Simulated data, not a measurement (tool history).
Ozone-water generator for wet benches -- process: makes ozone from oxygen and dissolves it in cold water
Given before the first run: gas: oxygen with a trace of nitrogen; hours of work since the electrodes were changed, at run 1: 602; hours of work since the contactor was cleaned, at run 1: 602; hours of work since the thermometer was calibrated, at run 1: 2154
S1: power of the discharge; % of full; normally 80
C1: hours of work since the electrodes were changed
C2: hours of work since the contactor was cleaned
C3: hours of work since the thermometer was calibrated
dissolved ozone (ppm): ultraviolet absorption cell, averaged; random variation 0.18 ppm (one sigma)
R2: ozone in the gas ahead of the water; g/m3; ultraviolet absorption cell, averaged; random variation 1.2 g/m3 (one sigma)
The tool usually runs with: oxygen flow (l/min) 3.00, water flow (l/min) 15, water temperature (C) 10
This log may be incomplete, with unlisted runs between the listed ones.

Run 1, day 0.000: usual settings; C1 602; C2 602; C3 2154. Result: dissolved ozone (ppm) 23.7, R2 209.2 g/m3.
Run 2, day 4.692: usual settings; C1 694; C2 694; C3 2246. Result: dissolved ozone (ppm) 23.8, R2 210.0 g/m3.
Run 3, day 8.938: usual settings but oxygen flow (l/min) 2.45; C1 777; C2 777; C3 2329. Result: dissolved ozone (ppm) 22.1, R2 224.0 g/m3.
Run 4, day 12.579: usual settings but oxygen flow (l/min) 4.96; C1 848; C2 848; C3 2400. Result: dissolved ozone (ppm) 27.4, R2 177.9 g/m3.
Run 5, day 16.254: usual settings but water flow (l/min) 11; C1 920; C2 920; C3 2472. Result: dissolved ozone (ppm) 30.5, R2 208.6 g/m3.
Run 6, day 23.567: usual settings but water flow (l/min) 11; C1 1063; C2 1063; C3 2615. Result: dissolved ozone (ppm) 30.0, R2 207.6 g/m3.
Run 7, day 30.371: usual settings but water flow (l/min) 11; C1 1196; C2 1196; C3 2748. Result: dissolved ozone (ppm) 30.0, R2 206.4 g/m3.
Run 8, day 34.092: usual settings but water flow (l/min) 11; C1 1269; C2 1269; C3 2821. Result: dissolved ozone (ppm) 29.9, R2 208.1 g/m3.
Run 9, day 38.054: usual settings but water flow (l/min) 24; C1 1347; C2 1347; C3 2899. Result: dissolved ozone (ppm) 15.2, R2 207.3 g/m3.
Run 10, day 44.429: usual settings but oxygen flow (l/min) 4.59; C1 1471; C2 1471; C3 3024. Result: dissolved ozone (ppm) 25.9, R2 179.4 g/m3.
Run 11, day 48.296: usual settings; C1 1547; C2 1547; C3 3099. Result: dissolved ozone (ppm) 23.2, R2 205.1 g/m3.
Run 12, day 54.462: usual settings but water flow (l/min) 11; C1 1668; C2 1668; C3 3220. Result: dissolved ozone (ppm) 29.3, R2 205.7 g/m3.
Run 13, day 59.538: usual settings but oxygen flow (l/min) 4.76, water flow (l/min) 11; C1 1767; C2 1767; C3 3319. Result: dissolved ozone (ppm) 32.2, R2 176.7 g/m3.
Run 14, day 66.862: usual settings but water flow (l/min) 23; C1 1910; C2 1910; C3 3462. Result: dissolved ozone (ppm) 15.4, R2 203.4 g/m3.
Run 15, day 71.458: usual settings but oxygen flow (l/min) 1.73; C1 2000; C2 2000; C3 3552. Result: dissolved ozone (ppm) 18.2, R2 243.0 g/m3.
Run 16, day 76.467: usual settings but oxygen flow (l/min) 1.73; C1 2098; C2 2098; C3 3650. Result: dissolved ozone (ppm) 17.9, R2 242.2 g/m3.
Run 17, day 83.325: usual settings but water temperature (C) 13; C1 2232; C2 2232; C3 3785. Result: dissolved ozone (ppm) 21.8, R2 202.1 g/m3.
Run 18, day 89.558: usual settings but water temperature (C) 13; C1 2354; C2 2354; C3 3906. Result: dissolved ozone (ppm) 21.8, R2 200.4 g/m3.
Run 19, day 94.225: usual settings but water flow (l/min) 18, water temperature (C) 14; C1 2446; C2 2446; C3 3998. Result: dissolved ozone (ppm) 18.6, R2 199.3 g/m3.
Run 20, day 97.962: usual settings but S1 56 % of full, oxygen flow (l/min) 4.75, water flow (l/min) 17, water temperature (C) 18; C1 2519; C2 2519; C3 4071. Result: dissolved ozone (ppm) 16.4, R2 137.2 g/m3.
Run 21, day 102.342: usual settings but S1 42 % of full, water flow (l/min) 23, water temperature (C) 15; C1 2604; C2 2604; C3 4157. Result: dissolved ozone (ppm) 9.5, R2 130.0 g/m3.
Run 22, day 109.750: usual settings but S1 42 % of full, water flow (l/min) 18, water temperature (C) 7; C1 2749; C2 2749; C3 4301. Result: dissolved ozone (ppm) 12.9, R2 132.9 g/m3.
Run 23, day 117.067: usual settings but S1 42 % of full, water flow (l/min) 18, water temperature (C) 7; C1 2893; C2 2893; C3 4445. Result: dissolved ozone (ppm) 12.8, R2 132.3 g/m3.
Run 24, day 121.012: usual settings but S1 42 % of full, water flow (l/min) 20, water temperature (C) 13; C1 2970; C2 2970; C3 4522. Result: dissolved ozone (ppm) 11.2, R2 132.3 g/m3.
At day 122.383: water thermometer calibrated.
Run 25, day 125.296: usual settings but S1 42 % of full, water flow (l/min) 20, water temperature (C) 13; C1 3053; C2 3053; C3 57. Result: dissolved ozone (ppm) 10.9, R2 132.2 g/m3.

What does the tool deliver on the next run?
Run 26, day 128.638: usual settings but water temperature (C) 8; C1 3118; C2 3118; C3 122. Result: dissolved ozone (ppm) ?, R2 ?.

{"run 26": {"dissolved ozone (ppm)": 22.0, "R2": 194.0}}
Were there no unlogged condition in the tool, this run, its random variation unchanged, would have produced dissolved ozone (ppm) 24.5, R2 213.4 g/m3.

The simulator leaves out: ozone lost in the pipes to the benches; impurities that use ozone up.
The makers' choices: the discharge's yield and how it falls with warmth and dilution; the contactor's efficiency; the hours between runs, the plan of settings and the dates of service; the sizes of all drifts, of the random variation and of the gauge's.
